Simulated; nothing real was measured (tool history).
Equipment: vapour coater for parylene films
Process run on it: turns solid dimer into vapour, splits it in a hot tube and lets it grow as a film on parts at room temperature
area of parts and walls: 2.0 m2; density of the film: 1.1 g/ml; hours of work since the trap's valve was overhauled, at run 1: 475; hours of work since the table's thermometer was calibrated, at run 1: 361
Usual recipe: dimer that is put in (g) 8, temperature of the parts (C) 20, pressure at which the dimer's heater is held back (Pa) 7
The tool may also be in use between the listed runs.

run	hour	dimer that is put in (g)	temperature of the parts (C)	pressure at which the dimer's heater is held back (Pa)	hours of work since the trap's valve was overhauled	hours of work since the table's thermometer was calibrated	thickness of the film (µm)
1	0	8	20	7	475	361	1.61
2	37.9	8	20	7	492	377	1.61
3	68.7	8	20	7	505	391	1.62
4	100.2	13	20	7	519	405	2.6
5	135.8	9	20	7	534	420	1.79
6	168	8	20	7	548	434	1.58
7	202.8	7	20	7	563	449	1.39
8	258.2	7	20	7	587	473	1.39
9	285	7	20	7	599	485	1.38
10	334.8	8	20	7.56	621	507	1.57
11	363.6	8	20	2.64	633	519	1.67
12	405.3	8	20	7	651	537	1.58
# hour 436.2: trap's valve overhauled
13	453.3	8	27	7	7	556	1.37
14	505.5	8	27	7	30	579	1.36
15	549.5	8	27	7	49	598	1.38
16	585.3	8	20	7	65	614	1.72
17	647.1	8	20	7	92	641	1.71
18	694.2	8	20	7	112	661	1.7
19	747.9	8	24	7	135	684	1.48
20	775	8	24	7	147	696	1.49
21	825.2	8	24	9.14	169	718	1.47
22	863	8	24	9.14	186	734	1.47
23	914.6	8	24	9.14	208	757	1.45
24	956.8	8	24	9.14	226	775	1.45
# hour 963: table's thermometer calibrated
25	1006.6	8	18	5.2	248	19	1.83
26	1067.5	10	16	8.88	274	45	2.4
# hour 1090: table's thermometer calibrated, once more
27	1109.8	10	16	8.88	292	9	2.29
28	1166.3	10	16	8.88	316	33	2.28
29	1215	7	20	3.61	338	54	1.45
30	1253.2	6	13	4.16	354	71	1.58
31	1281.5	7	26	4.16	367	83	1.16
32	1338.6	7	26	4.16	391	108	1.18
33	1403.8	4	29	9.03	420	136	0.58
34	1441	12	28	7	436	153	1.81
35	1482.7	8	13	5.55	454	171	2.05
36	1537.9	9	13	2.38	478	195	2.41
37	1571	9	14	4.91	492	209	2.21
38	1608	6	13	2.36	509	225	1.6
39	1646.8	11	15	5.12	525	242	2.6
40	1692	5	27	7.79	545	262	0.75
41	1751.5	5	19	2.53	571	288	1.05
42	1797	8	12	2.53	591	307	2.19
43	1843.6	8	12	2.53	611	328	2.14
44	1876.5	6	24	2.06	625	342	1.08
45	1937.9	6	24	2.06	652	369	1.07
# hour 1968.1: trap's valve overhauled
46	1973.8	8	24	2.71	2	382	1.58
47	2021.5	8	24	2.71	23	403	1.57

Each row is a separate what-if for the run after 47, all from the same tool condition, not one after another. Results?
A	2051.3	5	24	2.71	36	416	?
B	2051.3	5	24	6.58	36	416	?
C	2051.3	8	16	7	36	416	?
D	2051.3	8	29	8.58	36	416	?

run	thickness of the film (µm)
A	0.97
B	0.93
C	1.95
D	1.23
Without the tool's unlogged condition, the same runs would have read:
run	thickness of the film (µm)
A	0.97
B	0.93
C	1.96
D	1.24

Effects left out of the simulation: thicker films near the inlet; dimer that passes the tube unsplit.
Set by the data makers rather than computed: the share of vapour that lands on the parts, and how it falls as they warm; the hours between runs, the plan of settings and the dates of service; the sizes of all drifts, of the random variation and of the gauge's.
